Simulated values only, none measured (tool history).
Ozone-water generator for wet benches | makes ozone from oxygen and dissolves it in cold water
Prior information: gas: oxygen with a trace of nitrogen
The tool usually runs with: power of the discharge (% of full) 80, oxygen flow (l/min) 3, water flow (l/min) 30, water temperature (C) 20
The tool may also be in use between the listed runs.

run	hour	power of the discharge (% of full)	oxygen flow (l/min)	water flow (l/min)	water temperature (C)	dissolved ozone (ppm)	ozone in the gas ahead of the water (g/m3)
1	0	80	3	30	20	13.2	215.5
2	193	80	3	30	20	13.2	214.9
3	336.5	80	3	30	20	13.1	214.7
4	498.4	80	3.57	30	20	14.1	198
5	644.7	80	3.57	30	20	13.7	196.8
6	761.2	80	3	30	20	13.1	211.5
7	864.9	51	1.59	30	14	8.3	216.8
8	1049.7	47	2.11	19	14	13.9	180.2
# hour 1069.7: contactor cleaned
9	1246.3	70	1.9	19	18	16.4	240.6
10	1429.4	88	2.47	43	13	8.9	246.3
11	1599.4	47	4.13	30	20	10.2	133.6
12	1769.1	47	4.13	30	20	10.2	133.7

5 options for the next run, each taken on its own from the tool as it stands now. Forecast them:
A	1964.2	67	4.13	30	20	?	?
B	1964.2	80	5.21	30	20	?	?
C	1964.2	47	4.13	39	20	?	?
D	1964.2	80	3	38	20	?	?
E	1964.2	60	4.13	34	26	?	?

run	dissolved ozone (ppm)	ozone in the gas ahead of the water (g/m3)
A	12.7	163.1
B	14.7	163.7
C	8.1	134
D	10.1	209.5
E	9.9	154.7
Take away the tool's hidden state, keep each run's random variation, and the runs would have read:
run	dissolved ozone (ppm)	ozone in the gas ahead of the water (g/m3)
A	14	177
B	16.3	179.2
C	8.8	142.8
D	11.3	229.3
E	10.9	166.8
